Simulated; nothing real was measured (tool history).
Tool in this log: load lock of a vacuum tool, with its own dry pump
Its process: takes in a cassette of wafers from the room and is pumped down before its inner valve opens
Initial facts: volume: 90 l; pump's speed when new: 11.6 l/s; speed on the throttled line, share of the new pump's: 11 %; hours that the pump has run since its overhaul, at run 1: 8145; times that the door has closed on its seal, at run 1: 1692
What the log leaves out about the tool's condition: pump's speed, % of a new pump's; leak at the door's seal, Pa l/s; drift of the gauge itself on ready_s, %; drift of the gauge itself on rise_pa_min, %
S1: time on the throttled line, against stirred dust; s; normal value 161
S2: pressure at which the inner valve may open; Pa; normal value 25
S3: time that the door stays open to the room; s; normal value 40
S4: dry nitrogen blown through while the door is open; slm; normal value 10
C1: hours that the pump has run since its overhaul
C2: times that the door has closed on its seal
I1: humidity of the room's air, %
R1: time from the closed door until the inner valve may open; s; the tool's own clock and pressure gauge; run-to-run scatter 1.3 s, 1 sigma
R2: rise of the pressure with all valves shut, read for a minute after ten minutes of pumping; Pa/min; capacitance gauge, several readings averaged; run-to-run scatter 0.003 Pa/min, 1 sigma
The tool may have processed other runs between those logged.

run 1 hour=0.0 | S1=161 S2=25 S3=40 S4=10 | C1=8145 C2=1692 | I1=45.4 | R1=215.2 R2=0.039
run 2 hour=189.5 | S1=161 S2=25 S3=40 S4=10 | C1=8335 C2=2219 | I1=46.5 | R1=215.5 R2=0.036
run 3 hour=337.0 | S1=161 S2=25 S3=40 S4=10 | C1=8482 C2=2629 | I1=45.2 | R1=216.9 R2=0.041
run 4 hour=550.3 | S1=161 S2=25 S3=40 S4=10 | C1=8696 C2=3223 | I1=42.4 | R1=217.5 R2=0.039
run 5 hour=730.1 | S1=161 S2=25 S3=40 S4=10 | C1=8875 C2=3723 | I1=42.9 | R1=217.4 R2=0.033
run 6 hour=854.1 | S1=161 S2=25 S3=40 S4=10 | C1=9000 C2=4068 | I1=47.5 | R1=218.1 R2=0.042
run 7 hour=1009.4 | S1=161 S2=42 S3=40 S4=10 | C1=9155 C2=4499 | I1=44.9 | R1=213.2 R2=0.042
run 8 hour=1176.6 | S1=161 S2=25 S3=40 S4=10 | C1=9322 C2=4964 | I1=46.3 | R1=218.5 R2=0.047
run 9 hour=1320.4 | S1=161 S2=25 S3=79 S4=10 | C1=9466 C2=5364 | I1=43.1 | R1=219.8 R2=0.060
run 10 hour=1442.2 | S1=161 S2=25 S3=40 S4=10 | C1=9588 C2=5703 | I1=47.2 | R1=219.5 R2=0.046
run 11 hour=1582.3 | S1=161 S2=25 S3=40 S4=10 | C1=9728 C2=6093 | I1=44.9 | R1=215.1 R2=0.057
run 12 hour=1744.2 | S1=161 S2=25 S3=40 S4=10 | C1=9890 C2=6543 | I1=45.5 | R1=218.2 R2=0.046
run 13 hour=1934.2 | S1=161 S2=25 S3=40 S4=10 | C1=10080 C2=7071 | I1=45.2 | R1=218.7 R2=0.052
run 14 hour=2131.3 | S1=161 S2=25 S3=40 S4=10 | C1=10277 C2=7619 | I1=45.1 | R1=221.1 R2=0.054
run 15 hour=2253.4 | S1=161 S2=25 S3=40 S4=10 | C1=10399 C2=7959 | I1=44.2 | R1=220.7 R2=0.061
run 16 hour=2350.5 | S1=241 S2=27 S3=40 S4=10 | C1=10496 C2=8229 | I1=45.9 | R1=286.7 R2=0.049
run 17 hour=2468.8 | S1=204 S2=25 S3=96 S4=10 | C1=10614 C2=8558 | I1=45.1 | R1=256.2 R2=0.074
run 18 hour=2620.3 | S1=161 S2=37 S3=108 S4=10 | C1=10766 C2=8979 | I1=44.2 | R1=216.4 R2=0.089
run 19 hour=2749.3 | S1=161 S2=37 S3=55 S4=10 | C1=10895 C2=9338 | I1=43.4 | R1=218.0 R2=0.064
run 20 hour=2901.3 | S1=161 S2=25 S3=80 S4=6 | C1=11047 C2=9760 | I1=50.0 | R1=220.1 R2=0.087
-- hour=2972.5 dry pump taken out, an overhauled one fitted
run 21 hour=3032.2 | S1=161 S2=25 S3=80 S4=6 | C1=60 C2=10108 | I1=48.1 | R1=208.0 R2=0.087
run 22 hour=3229.8 | S1=161 S2=25 S3=80 S4=6 | C1=257 C2=10657 | I1=41.7 | R1=208.9 R2=0.089
run 23 hour=3430.5 | S1=161 S2=37 S3=140 S4=5 | C1=458 C2=11215 | I1=47.0 | R1=205.8 R2=0.127
run 24 hour=3623.2 | S1=161 S2=22 S3=40 S4=10 | C1=651 C2=11751 | I1=43.0 | R1=208.1 R2=0.070
run 25 hour=3826.5 | S1=161 S2=22 S3=40 S4=10 | C1=854 C2=12317 | I1=41.9 | R1=210.3 R2=0.070
run 26 hour=3937.7 | S1=199 S2=25 S3=150 S4=5 | C1=965 C2=12626 | I1=46.7 | R1=241.7 R2=0.134

Here are 5 independent what-if runs from the current tool condition. What would each one return?
run A hour=4058.2 | S1=199 S2=25 S3=43 S4=5 | C1=1086 C2=12961 | I1=46.9 | R1=? R2=?
run B hour=4058.2 | S1=161 S2=25 S3=40 S4=8 | C1=1086 C2=12961 | I1=45.1 | R1=? R2=?
run C hour=4058.2 | S1=141 S2=23 S3=40 S4=15 | C1=1086 C2=12961 | I1=44.7 | R1=? R2=?
run D hour=4058.2 | S1=161 S2=25 S3=112 S4=10 | C1=1086 C2=12961 | I1=43.6 | R1=? R2=?
run E hour=4058.2 | S1=199 S2=25 S3=118 S4=21 | C1=1086 C2=12961 | I1=48.2 | R1=? R2=?

run=A R1=242.0 R2=0.079
run=B R1=209.9 R2=0.076
run=C R1=191.8 R2=0.071
run=D R1=207.2 R2=0.099
run=E R1=242.6 R2=0.096
What these runs would have given with no unlogged condition in the tool:
run=A R1=241.2 R2=0.035
run=B R1=208.9 R2=0.032
run=C R1=190.8 R2=0.027
run=D R1=206.3 R2=0.055
run=E R1=241.7 R2=0.053
